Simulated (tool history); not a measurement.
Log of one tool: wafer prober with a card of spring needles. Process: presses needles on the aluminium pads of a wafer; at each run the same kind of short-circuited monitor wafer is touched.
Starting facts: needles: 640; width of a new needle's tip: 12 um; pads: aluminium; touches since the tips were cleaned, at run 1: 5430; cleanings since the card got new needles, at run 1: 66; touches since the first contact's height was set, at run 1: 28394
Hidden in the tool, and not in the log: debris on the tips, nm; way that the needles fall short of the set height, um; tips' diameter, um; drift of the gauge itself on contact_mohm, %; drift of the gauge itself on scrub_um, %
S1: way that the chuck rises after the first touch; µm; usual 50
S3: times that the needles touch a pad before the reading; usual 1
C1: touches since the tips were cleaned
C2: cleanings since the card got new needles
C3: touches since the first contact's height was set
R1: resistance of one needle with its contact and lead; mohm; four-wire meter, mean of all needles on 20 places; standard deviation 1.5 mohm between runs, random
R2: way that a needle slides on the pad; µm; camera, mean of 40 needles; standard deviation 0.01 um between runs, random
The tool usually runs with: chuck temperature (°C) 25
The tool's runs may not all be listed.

Run 1, hour 0: usual settings; C1 5430; C2 66; C3 28394. Result: R1 418 mohm, R2 10.29 µm.
At hour 20.9: tips cleaned on abrasive film.
Run 2, hour 52.2: usual settings but S1 38 µm; C1 6490; C2 67; C3 39207. Result: R1 661 mohm, R2 7.8 µm.
At hour 65.4: tips cleaned on abrasive film.
Run 3, hour 97.1: usual settings; C1 6590; C2 68; C3 48523. Result: R1 444 mohm, R2 10.27 µm.
At hour 111.6: tips cleaned on abrasive film.
Run 4, hour 130.1: usual settings but S3 2; C1 3839; C2 69; C3 55337. Result: R1 292 mohm, R2 10.24 µm.
At hour 155.2: tips cleaned on abrasive film.
Run 5, hour 173.1: usual settings but S3 2; C1 3724; C2 70; C3 64251. Result: R1 296 mohm, R2 10.22 µm.
At hour 178.3: height of the first contact set anew.
At hour 196.3: tips cleaned on abrasive film.
Run 6, hour 231.8: usual settings but S3 2; C1 7376; C2 71; C3 11089. Result: R1 343 mohm, R2 10.14 µm.
At hour 236.7: tips cleaned on abrasive film.
Run 7, hour 269.8: usual settings but S3 2; C1 6860; C2 72; C3 18945. Result: R1 337 mohm, R2 10.1 µm.
At hour 279.7: tips cleaned on abrasive film.
At hour 320.8: tips cleaned on abrasive film.
Run 8, hour 327.3: usual settings but S3 2; C1 1352; C2 74; C3 30853. Result: R1 216 mohm, R2 10.07 µm.
At hour 363.2: tips cleaned on abrasive film.
Run 9, hour 388.8: usual settings but S3 2; C1 5329; C2 75; C3 43598. Result: R1 313 mohm, R2 10.05 µm.
At hour 408.8: tips cleaned on abrasive film.
Run 10, hour 422.5: usual settings; C1 2833; C2 76; C3 50564. Result: R1 389 mohm, R2 10.03 µm.
At hour 450.8: tips cleaned on abrasive film.
At hour 491.6: tips cleaned on abrasive film.
At hour 498: height of the first contact set anew.
Run 11, hour 499.3: usual settings; C1 1531; C2 78; C3 272. Result: R1 307 mohm, R2 10.34 µm.
At hour 535.1: tips cleaned on abrasive film.
Run 12, hour 544.1: usual settings; C1 1870; C2 79; C3 9567. Result: R1 307 mohm, R2 10.32 µm.
At hour 574.9: height of the first contact set anew, once more.
At hour 579.1: tips cleaned on abrasive film.
Run 13, hour 592.6: usual settings; C1 2799; C2 80; C3 3651. Result: R1 355 mohm, R2 10.31 µm.
At hour 621.7: tips cleaned on abrasive film.
Run 14, hour 645.2: usual settings; C1 4876; C2 81; C3 14540. Result: R1 425 mohm, R2 10.31 µm.
At hour 667.4: tips cleaned on abrasive film.
Run 15, hour 694.3: usual settings; C1 5597; C2 82; C3 24726. Result: R1 429 mohm, R2 10.29 µm.
At hour 709.6: tips cleaned on abrasive film.
Run 16, hour 742.6: usual settings; C1 6865; C2 83; C3 34736. Result: R1 471 mohm, R2 10.29 µm.
At hour 750: tips cleaned on abrasive film.
Run 17, hour 789.5: usual settings but chuck temperature (°C) 121, S3 3; C1 8201; C2 84; C3 44438. Result: R1 264 mohm, R2 10.24 µm.
At hour 796.7: tips cleaned on abrasive film.
Run 18, hour 825.5: usual settings but S1 30 µm, chuck temperature (°C) 33, S3 3; C1 5975; C2 85; C3 51896. Result: R1 466 mohm, R2 6.09 µm.
At hour 841.3: tips cleaned on abrasive film.
At hour 886.4: tips cleaned on abrasive film.
At hour 889.8: height of the first contact set anew.
Run 19, hour 889.8: usual settings but S1 30 µm, chuck temperature (°C) 33, S3 3; C1 656; C2 87; C3 0. Result: R1 241 mohm, R2 6.23 µm.
At hour 928.3: tips cleaned on abrasive film.
Run 20, hour 958.4: usual settings but S1 30 µm, chuck temperature (°C) 113, S3 3; C1 6250; C2 88; C3 14211. Result: R1 446 mohm, R2 6.19 µm.
At hour 968.8: tips cleaned on abrasive film.
Run 21, hour 994.3: usual settings but chuck temperature (°C) 45; C1 5298; C2 89; C3 21647. Result: R1 441 mohm, R2 10.31 µm.
At hour 1012.9: tips cleaned on abrasive film.
At hour 1053.6: tips cleaned on abrasive film.
Run 22, hour 1055.7: usual settings but chuck temperature (°C) 70, S3 2; C1 424; C2 91; C3 34355. Result: R1 191 mohm, R2 10.29 µm.
At hour 1096.2: tips cleaned on abrasive film.
Run 23, hour 1130.8: usual settings but chuck temperature (°C) 70, S3 2; C1 7191; C2 92; C3 49936. Result: R1 335 mohm, R2 10.26 µm.
At hour 1137.3: tips cleaned on abrasive film.
At hour 1181.1: tips cleaned on abrasive film.
Run 24, hour 1198.4: usual settings but chuck temperature (°C) 70, S3 2; C1 3588; C2 94; C3 63924. Result: R1 299 mohm, R2 10.23 µm.
At hour 1210.3: height of the first contact set anew.
At hour 1222.9: tips cleaned on abrasive film.
At hour 1264.9: tips cleaned on abrasive film.
Run 25, hour 1270: usual settings but S1 35 µm, chuck temperature (°C) 59, S3 2; C1 1068; C2 96; C3 12367. Result: R1 318 mohm, R2 7.19 µm.
At hour 1308: tips cleaned on abrasive film.
Run 26, hour 1313.1: usual settings but S1 34 µm, S3 3; C1 1045; C2 97; C3 21283. Result: R1 256 mohm, R2 6.96 µm.
At hour 1348.5: tips cleaned on abrasive film.
At hour 1392.2: tips cleaned on abrasive film.
Run 27, hour 1392.2: usual settings but chuck temperature (°C) 44; C1 0; C2 99; C3 37665. Result: R1 167 mohm, R2 10.24 µm.
At hour 1437.9: tips cleaned on abrasive film.
Run 28, hour 1463.4: usual settings but chuck temperature (°C) 44; C1 5299; C2 100; C3 52427. Result: R1 454 mohm, R2 10.25 µm.
At hour 1481.7: tips cleaned on abrasive film.
Run 29, hour 1512.3: usual settings but chuck temperature (°C) 44; C1 6353; C2 101; C3 62563. Result: R1 482 mohm, R2 10.21 µm.
At hour 1524.5: tips cleaned on abrasive film.
At hour 1528.7: height of the first contact set anew.
At hour 1566.5: tips cleaned on abrasive film.
Run 30, hour 1566.5: usual settings but chuck temperature (°C) 44; C1 0; C2 103; C3 7818. Result: R1 175 mohm, R2 10.34 µm.
Run 31, hour 1603.8: usual settings but S1 68 µm, chuck temperature (°C) 52; C1 7749; C2 103; C3 15567. Result: R1 329 mohm, R2 14.06 µm.
At hour 1608.6: tips cleaned on abrasive film.
Run 32, hour 1643.2: usual settings but S1 41 µm, S3 2; C1 7178; C2 104; C3 23719. Result: R1 464 mohm, R2 8.44 µm.

Hidden condition of the tool, last listed run before each entry between runs versus first listed run after:
From run 1 to run 2: tips cleaned on abrasive film (hour 20.9)
  debris on the tips, nm: 140 -> 154; way that the needles fall short of the set height, um: 0.23 -> 0.3; tips' diameter, um: 14.07 -> 14.1
  what was measured, less what the result would be without the hidden state, R1: +285 -> +522 mohm; R2: -0.05 -> -0.06 µm
From run 2 to run 3: tips cleaned on abrasive film (hour 65.4)
  debris on the tips, nm: 154 -> 152.4; way that the needles fall short of the set height, um: 0.3 -> 0.39; tips' diameter, um: 14.1 -> 14.13
  what was measured, less what the result would be without the hidden state, R1: +522 -> +312 mohm; R2: -0.06 -> -0.08 µm
From run 3 to run 4: tips cleaned on abrasive film (hour 111.6)
  debris on the tips, nm: 152.4 -> 125.3; way that the needles fall short of the set height, um: 0.39 -> 0.49; tips' diameter, um: 14.13 -> 14.16
  what was measured, less what the result would be without the hidden state, R1: +312 -> +158 mohm; R2: -0.08 -> -0.1 µm
From run 4 to run 5: tips cleaned on abrasive film (hour 155.2)
  debris on the tips, nm: 125.3 -> 126; way that the needles fall short of the set height, um: 0.49 -> 0.59; tips' diameter, um: 14.16 -> 14.2
  what was measured, less what the result would be without the hidden state, R1: +158 -> +161 mohm; R2: -0.1 -> -0.12 µm
From run 5 to run 6: height of the first contact set anew (hour 178.3); tips cleaned on abrasive film (hour 196.3)
  debris on the tips, nm: 126 -> 158.9; way that the needles fall short of the set height, um: 0.59 -> 1.01; tips' diameter, um: 14.2 -> 14.23
  what was measured, less what the result would be without the hidden state, R1: +161 -> +208 mohm; R2: -0.12 -> -0.21 µm
From run 6 to run 7: tips cleaned on abrasive film (hour 236.7)
  debris on the tips, nm: 158.9 -> 153.1; way that the needles fall short of the set height, um: 1.01 -> 1.11; tips' diameter, um: 14.23 -> 14.26
  what was measured, less what the result would be without the hidden state, R1: +208 -> +203 mohm; R2: -0.21 -> -0.23 µm
From run 7 to run 8: tips cleaned on abrasive film (hour 279.7); tips cleaned on abrasive film (hour 320.8)
  debris on the tips, nm: 153.1 -> 62.9; way that the needles fall short of the set height, um: 1.11 -> 1.29; tips' diameter, um: 14.26 -> 14.33
  what was measured, less what the result would be without the hidden state, R1: +203 -> +85 mohm; R2: -0.23 -> -0.27 µm
From run 8 to run 9: tips cleaned on abrasive film (hour 363.2)
  debris on the tips, nm: 62.9 -> 138.6; way that the needles fall short of the set height, um: 1.29 -> 1.4; tips' diameter, um: 14.33 -> 14.36
  what was measured, less what the result would be without the hidden state, R1: +85 -> +183 mohm; R2: -0.27 -> -0.29 µm
From run 9 to run 10: tips cleaned on abrasive film (hour 408.8)
  debris on the tips, nm: 138.6 -> 115.5; way that the needles fall short of the set height, um: 1.4 -> 1.51; tips' diameter, um: 14.36 -> 14.4
  what was measured, less what the result would be without the hidden state, R1: +183 -> +258 mohm; R2: -0.29 -> -0.31 µm
From run 10 to run 11: tips cleaned on abrasive film (hour 450.8); tips cleaned on abrasive film (hour 491.6); height of the first contact set anew (hour 498)
  debris on the tips, nm: 115.5 -> 78; way that the needles fall short of the set height, um: 1.51 -> 0; tips' diameter, um: 14.4 -> 14.46
  what was measured, less what the result would be without the hidden state, R1: +258 -> +170 mohm; R2: -0.31 -> +0 µm
From run 11 to run 12: tips cleaned on abrasive film (hour 535.1)
  debris on the tips, nm: 78 -> 80.3; way that the needles fall short of the set height, um: 0 -> 0.09; tips' diameter, um: 14.46 -> 14.5
  what was measured, less what the result would be without the hidden state, R1: +170 -> +174 mohm; R2: +0 -> -0.02 µm
From run 12 to run 13: height of the first contact set anew, once more (hour 574.9); tips cleaned on abrasive film (hour 579.1)
  debris on the tips, nm: 80.3 -> 105.7; way that the needles fall short of the set height, um: 0.09 -> 0.08; tips' diameter, um: 14.5 -> 14.53
  what was measured, less what the result would be without the hidden state, R1: +174 -> +225 mohm; R2: -0.02 -> -0.02 µm
From run 13 to run 14: tips cleaned on abrasive film (hour 621.7)
  debris on the tips, nm: 105.7 -> 135.3; way that the needles fall short of the set height, um: 0.08 -> 0.17; tips' diameter, um: 14.53 -> 14.56
  what was measured, less what the result would be without the hidden state, R1: +225 -> +292 mohm; R2: -0.02 -> -0.04 µm
From run 14 to run 15: tips cleaned on abrasive film (hour 667.4)
  debris on the tips, nm: 135.3 -> 139; way that the needles fall short of the set height, um: 0.17 -> 0.25; tips' diameter, um: 14.56 -> 14.58
  what was measured, less what the result would be without the hidden state, R1: +292 -> +298 mohm; R2: -0.04 -> -0.05 µm
From run 15 to run 16: tips cleaned on abrasive film (hour 709.6)
  debris on the tips, nm: 139 -> 155.5; way that the needles fall short of the set height, um: 0.25 -> 0.31; tips' diameter, um: 14.58 -> 14.61
  what was measured, less what the result would be without the hidden state, R1: +298 -> +338 mohm; R2: -0.05 -> -0.07 µm
From run 16 to run 17: tips cleaned on abrasive film (hour 750)
  debris on the tips, nm: 155.5 -> 157.9; way that the needles fall short of the set height, um: 0.31 -> 0.41; tips' diameter, um: 14.61 -> 14.64
  what was measured, less what the result would be without the hidden state, R1: +338 -> +112 mohm; R2: -0.07 -> -0.08 µm
From run 17 to run 18: tips cleaned on abrasive film (hour 796.7)
  debris on the tips, nm: 157.9 -> 149.6; way that the needles fall short of the set height, um: 0.41 -> 0.51; tips' diameter, um: 14.64 -> 14.68
  what was measured, less what the result would be without the hidden state, R1: +112 -> +316 mohm; R2: -0.08 -> -0.11 µm
From run 18 to run 19: tips cleaned on abrasive film (hour 841.3); tips cleaned on abrasive film (hour 886.4); height of the first contact set anew (hour 889.8)
  debris on the tips, nm: 149.6 -> 42.3; way that the needles fall short of the set height, um: 0.51 -> 0; tips' diameter, um: 14.68 -> 14.74
  what was measured, less what the result would be without the hidden state, R1: +316 -> +92 mohm; R2: -0.11 -> +0 µm
From run 19 to run 20: tips cleaned on abrasive film (hour 928.3)
  debris on the tips, nm: 42.3 -> 151.8; way that the needles fall short of the set height, um: 0 -> 0.08; tips' diameter, um: 14.74 -> 14.77
  what was measured, less what the result would be without the hidden state, R1: +92 -> +279 mohm; R2: +0 -> -0.02 µm
From run 20 to run 21: tips cleaned on abrasive film (hour 968.8)
  debris on the tips, nm: 151.8 -> 141.6; way that the needles fall short of the set height, um: 0.08 -> 0.14; tips' diameter, um: 14.77 -> 14.79
  what was measured, less what the result would be without the hidden state, R1: +279 -> +304 mohm; R2: -0.02 -> -0.03 µm
From run 21 to run 22: tips cleaned on abrasive film (hour 1012.9); tips cleaned on abrasive film (hour 1053.6)
  debris on the tips, nm: 141.6 -> 33.7; way that the needles fall short of the set height, um: 0.14 -> 0.28; tips' diameter, um: 14.79 -> 14.84
  what was measured, less what the result would be without the hidden state, R1: +304 -> +47 mohm; R2: -0.03 -> -0.06 µm
From run 22 to run 23: tips cleaned on abrasive film (hour 1096.2)
  debris on the tips, nm: 33.7 -> 151.5; way that the needles fall short of the set height, um: 0.28 -> 0.36; tips' diameter, um: 14.84 -> 14.87
  what was measured, less what the result would be without the hidden state, R1: +47 -> +194 mohm; R2: -0.06 -> -0.08 µm
From run 23 to run 24: tips cleaned on abrasive film (hour 1137.3); tips cleaned on abrasive film (hour 1181.1)
  debris on the tips, nm: 151.5 -> 116.2; way that the needles fall short of the set height, um: 0.36 -> 0.57; tips' diameter, um: 14.87 -> 14.94
  what was measured, less what the result would be without the hidden state, R1: +194 -> +156 mohm; R2: -0.08 -> -0.12 µm
From run 24 to run 25: height of the first contact set anew (hour 1210.3); tips cleaned on abrasive film (hour 1222.9); tips cleaned on abrasive film (hour 1264.9)
  debris on the tips, nm: 116.2 -> 64.9; way that the needles fall short of the set height, um: 0.57 -> 0.2; tips' diameter, um: 14.94 -> 15.01
  what was measured, less what the result would be without the hidden state, R1: +156 -> +170 mohm; R2: -0.12 -> -0.04 µm
From run 25 to run 26: tips cleaned on abrasive film (hour 1308)
  debris on the tips, nm: 64.9 -> 61; way that the needles fall short of the set height, um: 0.2 -> 0.28; tips' diameter, um: 15.01 -> 15.04
  what was measured, less what the result would be without the hidden state, R1: +170 -> +111 mohm; R2: -0.04 -> -0.06 µm
From run 26 to run 27: tips cleaned on abrasive film (hour 1348.5); tips cleaned on abrasive film (hour 1392.2)
  debris on the tips, nm: 61 -> 10.8; way that the needles fall short of the set height, um: 0.28 -> 0.44; tips' diameter, um: 15.04 -> 15.09
  what was measured, less what the result would be without the hidden state, R1: +111 -> +30 mohm; R2: -0.06 -> -0.1 µm
From run 27 to run 28: tips cleaned on abrasive film (hour 1437.9)
  debris on the tips, nm: 10.8 -> 140.9; way that the needles fall short of the set height, um: 0.44 -> 0.5; tips' diameter, um: 15.09 -> 15.12
  what was measured, less what the result would be without the hidden state, R1: +30 -> +318 mohm; R2: -0.1 -> -0.1 µm
From run 28 to run 29: tips cleaned on abrasive film (hour 1481.7)
  debris on the tips, nm: 140.9 -> 153.4; way that the needles fall short of the set height, um: 0.5 -> 0.57; tips' diameter, um: 15.12 -> 15.14
  what was measured, less what the result would be without the hidden state, R1: +318 -> +348 mohm; R2: -0.1 -> -0.12 µm
From run 29 to run 30: tips cleaned on abrasive film (hour 1524.5); height of the first contact set anew (hour 1528.7); tips cleaned on abrasive film (hour 1566.5)
  debris on the tips, nm: 153.4 -> 15.5; way that the needles fall short of the set height, um: 0.57 -> 0.07; tips' diameter, um: 15.14 -> 15.19
  what was measured, less what the result would be without the hidden state, R1: +348 -> +40 mohm; R2: -0.12 -> -0.01 µm
From run 31 to run 32: tips cleaned on abrasive film (hour 1608.6)
  debris on the tips, nm: 157.9 -> 158.9; way that the needles fall short of the set height, um: 0.07 -> 0.16; tips' diameter, um: 15.19 -> 15.23
  what was measured, less what the result would be without the hidden state, R1: +199 -> +326 mohm; R2: -0.01 -> -0.03 µm
